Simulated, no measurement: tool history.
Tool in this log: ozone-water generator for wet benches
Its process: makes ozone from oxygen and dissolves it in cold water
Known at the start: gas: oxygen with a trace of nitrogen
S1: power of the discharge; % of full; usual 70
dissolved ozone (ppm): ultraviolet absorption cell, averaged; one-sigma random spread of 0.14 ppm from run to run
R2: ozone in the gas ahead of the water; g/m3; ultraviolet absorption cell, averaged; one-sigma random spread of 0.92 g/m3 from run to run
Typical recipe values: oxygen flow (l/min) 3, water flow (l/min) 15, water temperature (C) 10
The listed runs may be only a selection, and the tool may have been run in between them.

Run 1, hour 0: usual settings. Result: dissolved ozone (ppm) 16.7, R2 157 g/m3.
Run 2, hour 20.3: usual settings. Result: dissolved ozone (ppm) 16.6, R2 155.5 g/m3.
Run 3, hour 40.8: usual settings. Result: dissolved ozone (ppm) 16.7, R2 154.7 g/m3.
Run 4, hour 71.9: usual settings. Result: dissolved ozone (ppm) 16.5, R2 154.7 g/m3.
Run 5, hour 104.2: usual settings. Result: dissolved ozone (ppm) 16.4, R2 154.3 g/m3.
Run 6, hour 134.8: usual settings but water temperature (C) 16. Result: dissolved ozone (ppm) 15.3, R2 154.7 g/m3.
Run 7, hour 175.7: usual settings. Result: dissolved ozone (ppm) 16.4, R2 153.7 g/m3.
Run 8, hour 193.7: usual settings. Result: dissolved ozone (ppm) 16.6, R2 153.8 g/m3.
Run 9, hour 233.7: usual settings. Result: dissolved ozone (ppm) 16.4, R2 154.2 g/m3.
Run 10, hour 255.2: usual settings. Result: dissolved ozone (ppm) 16.6, R2 152.1 g/m3.
Run 11, hour 281: usual settings but oxygen flow (l/min) 3.9. Result: dissolved ozone (ppm) 17.1, R2 135.6 g/m3.
Run 12, hour 300.1: usual settings but S1 89 % of full, oxygen flow (l/min) 3.9. Result: dissolved ozone (ppm) 20.4, R2 161.6 g/m3.
Run 13, hour 332.1: usual settings but S1 89 % of full, oxygen flow (l/min) 3.9. Result: dissolved ozone (ppm) 20.5, R2 158.2 g/m3.
Run 14, hour 366.9: usual settings but S1 89 % of full, oxygen flow (l/min) 3.9. Result: dissolved ozone (ppm) 20.3, R2 159.2 g/m3.
Run 15, hour 385.4: usual settings but S1 89 % of full, oxygen flow (l/min) 3.9. Result: dissolved ozone (ppm) 20.2, R2 160.2 g/m3.
Run 16, hour 420: usual settings but S1 89 % of full, oxygen flow (l/min) 3.68. Result: dissolved ozone (ppm) 20.2, R2 164.1 g/m3.
Run 17, hour 456.8: usual settings but water temperature (C) 7. Result: dissolved ozone (ppm) 17.2, R2 152.4 g/m3.
Run 18, hour 492.3: usual settings but S1 71 % of full, oxygen flow (l/min) 1.57, water temperature (C) 6. Result: dissolved ozone (ppm) 14.9, R2 217.5 g/m3.
Run 19, hour 512.8: usual settings but S1 56 % of full, oxygen flow (l/min) 4.02, water temperature (C) 7. Result: dissolved ozone (ppm) 15.2, R2 112.5 g/m3.
Run 20, hour 535.3: usual settings but S1 56 % of full, oxygen flow (l/min) 3.27, water flow (l/min) 19, water temperature (C) 7. Result: dissolved ozone (ppm) 11.5, R2 124.4 g/m3.
Run 21, hour 561.9: usual settings but S1 56 % of full, oxygen flow (l/min) 3.27, water flow (l/min) 19, water temperature (C) 7. Result: dissolved ozone (ppm) 11.8, R2 124.9 g/m3.
Run 22, hour 587: usual settings but S1 56 % of full, oxygen flow (l/min) 3.27, water flow (l/min) 19, water temperature (C) 7. Result: dissolved ozone (ppm) 11.9, R2 124.8 g/m3.
Run 23, hour 610.4: usual settings but S1 63 % of full, oxygen flow (l/min) 3.27, water flow (l/min) 19, water temperature (C) 7. Result: dissolved ozone (ppm) 12.9, R2 135.5 g/m3.
Run 24, hour 654.6: usual settings but S1 63 % of full, oxygen flow (l/min) 1.86, water flow (l/min) 13, water temperature (C) 7. Result: dissolved ozone (ppm) 16.6, R2 182.4 g/m3.
Run 25, hour 677.3: usual settings but S1 76 % of full, oxygen flow (l/min) 3.64, water flow (l/min) 22. Result: dissolved ozone (ppm) 12.8, R2 145.6 g/m3.
Run 26, hour 711.1: usual settings but S1 43 % of full, oxygen flow (l/min) 1.51, water flow (l/min) 19. Result: dissolved ozone (ppm) 7.7, R2 152.6 g/m3.
Run 27, hour 736: usual settings but S1 43 % of full, oxygen flow (l/min) 1.51, water flow (l/min) 19. Result: dissolved ozone (ppm) 7.8, R2 154.9 g/m3.
Run 28, hour 773.4: usual settings but S1 43 % of full, oxygen flow (l/min) 1.51, water flow (l/min) 19. Result: dissolved ozone (ppm) 8, R2 154.4 g/m3.
Run 29, hour 805.8: usual settings but oxygen flow (l/min) 2.55, water flow (l/min) 17. Result: dissolved ozone (ppm) 14.2, R2 165.2 g/m3.
Run 30, hour 841: usual settings but S1 45 % of full, oxygen flow (l/min) 3.72, water flow (l/min) 10, water temperature (C) 6. Result: dissolved ozone (ppm) 18, R2 97.7 g/m3.
Run 31, hour 863.5: usual settings but S1 45 % of full, oxygen flow (l/min) 3.72, water flow (l/min) 10, water temperature (C) 6. Result: dissolved ozone (ppm) 18.1, R2 97.9 g/m3.

Consider 3 possible next runs. They are alternatives, not a sequence: every one starts from the tool as it was left by run 31. What does each give?
Run A, hour 904.3: usual settings but S1 45 % of full, oxygen flow (l/min) 3.72, water flow (l/min) 18, water temperature (C) 6. Result: dissolved ozone (ppm) ?, R2 ?.
Run B, hour 904.3: usual settings but S1 79 % of full, oxygen flow (l/min) 3.72, water flow (l/min) 10, water temperature (C) 6. Result: dissolved ozone (ppm) ?, R2 ?.
Run C, hour 904.3: usual settings but S1 85 % of full, oxygen flow (l/min) 5.31, water flow (l/min) 18. Result: dissolved ozone (ppm) ?, R2 ?.

run  dissolved ozone (ppm)     R2
  A                   10.6   98.3
  B                     27  146.5
  C                   16.9  127.3
Had the tool no hidden state, the same runs would have come out as:
run  dissolved ozone (ppm)     R2
  A                   10.6  100.9
  B                   27.1  150.4
  C                   16.9  130.8

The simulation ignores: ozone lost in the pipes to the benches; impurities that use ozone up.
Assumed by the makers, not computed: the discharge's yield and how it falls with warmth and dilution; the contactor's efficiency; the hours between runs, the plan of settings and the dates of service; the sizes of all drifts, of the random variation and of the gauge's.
